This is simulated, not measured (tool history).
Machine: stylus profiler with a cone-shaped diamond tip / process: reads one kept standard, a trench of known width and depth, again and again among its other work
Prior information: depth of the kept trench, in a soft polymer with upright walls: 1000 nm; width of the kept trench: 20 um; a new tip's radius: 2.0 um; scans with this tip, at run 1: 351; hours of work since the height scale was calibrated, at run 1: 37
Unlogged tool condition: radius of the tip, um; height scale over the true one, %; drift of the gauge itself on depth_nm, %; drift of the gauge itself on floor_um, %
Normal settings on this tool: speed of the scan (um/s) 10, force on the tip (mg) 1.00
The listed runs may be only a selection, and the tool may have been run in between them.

run    hour  speed of the scan (um/s)  force on the tip (mg)  scans with this tip  hours of work since the height scale was calibrated  depth of the trench (nm)  width of the trench's floor (µm)
  1     0.0                        10                   1.00                  351                                                   37                   1005.54                             16.36
  2    68.4                        10                   1.00                  845                                                   89                   1005.89                             16.02
  3   106.7                        10                   1.00                 1121                                                  119                   1005.54                             15.94
  4   150.9                        10                   1.00                 1440                                                  152                   1006.15                             15.79
  5   228.3                        10                   1.00                 1999                                                  211                   1006.14                             15.57
  6   318.6                        10                   1.00                 2650                                                  280                   1006.40                             15.37
  7   358.7                        10                   1.00                 2940                                                  311                   1006.25                             15.28
  8   405.6                        10                   1.00                 3278                                                  347                   1006.32                             15.11
  9   477.5                        10                   1.00                 3797                                                  401                   1006.34                             14.95
 10   520.2                        10                   1.00                 4105                                                  434                   1006.53                             14.82
 11   560.3                        10                   1.37                 4395                                                  465                   1007.59                             14.74
 12   648.1                        12                   2.32                 5028                                                  532                   1010.66                             14.52
 13   719.4                        10                   0.62                 5543                                                  586                   1005.01                             14.41
 14   796.9                        19                   0.46                 6102                                                  645                   1004.42                             14.10
 15   863.9                        19                   0.46                 6586                                                  696                   1004.77                             14.01
 16   940.0                         2                   0.76                 7135                                                  754                   1006.14                             13.90
 17  1019.3                        16                   1.20                 7707                                                  815                   1007.83                             13.73
 18  1078.0                        16                   1.20                 8131                                                  860                   1007.82                             13.65
 19  1134.0                         4                   0.92                 8535                                                  902                   1007.03                             13.54
 20  1175.7                         9                   0.37                 8835                                                  934                   1004.46                             13.43
 21  1261.2                        22                   0.55                 9452                                                  999                   1005.61                             13.16
     1311.4  -- new tip fitted, height scale calibrated
 22  1312.0                        16                   1.77                    5                                                    0                   1007.85                             16.49

Below are 4 alternative next runs, each starting from the tool's condition after run 22. Predict each:
  A  1391.9                         4                   1.14                  581                                                   61                         ?                                 ?
  B  1391.9                         5                   1.00                  581                                                   61                         ?                                 ?
  C  1391.9                        22                   1.22                  581                                                   61                         ?                                 ?
  D  1391.9                         8                   0.50                  581                                                   61                         ?                                 ?

run  depth of the trench (nm)  width of the trench's floor (µm)
  A                   1005.85                             16.22
  B                   1005.45                             16.23
  C                   1006.11                             16.20
  D                   1003.40                             16.24
The same runs, with their run-to-run variation unchanged, on a tool lacking any hidden condition would have given:
run  depth of the trench (nm)  width of the trench's floor (µm)
  A                   1005.90                             16.47
  B                   1005.50                             16.48
  C                   1006.15                             16.44
  D                   1003.45                             16.48
